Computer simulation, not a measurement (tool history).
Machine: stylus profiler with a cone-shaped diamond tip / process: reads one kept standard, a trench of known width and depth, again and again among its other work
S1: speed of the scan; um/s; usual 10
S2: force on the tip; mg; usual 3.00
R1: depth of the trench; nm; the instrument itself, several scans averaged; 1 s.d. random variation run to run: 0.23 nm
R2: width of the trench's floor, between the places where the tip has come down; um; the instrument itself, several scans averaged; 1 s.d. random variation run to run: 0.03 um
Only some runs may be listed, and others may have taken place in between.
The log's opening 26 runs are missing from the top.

run     day  S1    S2       R1     R2
     44.225  -- height scale calibrated on a step standard
 27  45.446  10  6.27  1023.67  94.07
 28  48.021   9  5.44  1022.24  93.99
     49.233  -- height scale calibrated on a step standard, once more
 29  49.233   9  5.44  1017.39  93.94
 30  50.500   6  1.03  1005.49  93.93
 31  52.021  29  2.18  1009.01  93.86
 32  53.996  29  2.18  1009.87  93.75
 33  56.408  10  3.00  1012.29  93.83
 34  58.012  33  1.28  1007.23  93.65
 35  59.921  33  1.28  1007.23  93.59
 36  61.771   5  5.06  1017.47  93.57
 37  63.483   5  5.06  1017.75  93.52
 38  65.950  16  2.83  1012.10  93.44
 39  67.738   6  1.77  1009.34  93.40
 40  69.700   5  1.88  1009.85  93.40
 41  71.925  15  1.88  1010.20  93.21
 42  74.496  15  1.88  1010.01  93.23
 43  76.562  15  1.88  1010.53  93.17
 44  77.983  31  3.69  1015.76  93.09
 45  79.888  11  2.25  1011.88  93.09

Predict each of these 3 candidate next runs independently; none follows another, all start after run 45:
  A  81.425  14  2.47   ?   ?
  B  81.425   4  1.11   ?   ?
  C  81.425   9  2.38   ?   ?

run       R1     R2
  A  1012.76  93.06
  B  1008.36  93.06
  C  1012.52  93.06
What these runs would have given with no unlogged condition in the tool:
run       R1     R2
  A  1010.59  96.00
  B  1006.20  95.99
  C  1010.35  95.99

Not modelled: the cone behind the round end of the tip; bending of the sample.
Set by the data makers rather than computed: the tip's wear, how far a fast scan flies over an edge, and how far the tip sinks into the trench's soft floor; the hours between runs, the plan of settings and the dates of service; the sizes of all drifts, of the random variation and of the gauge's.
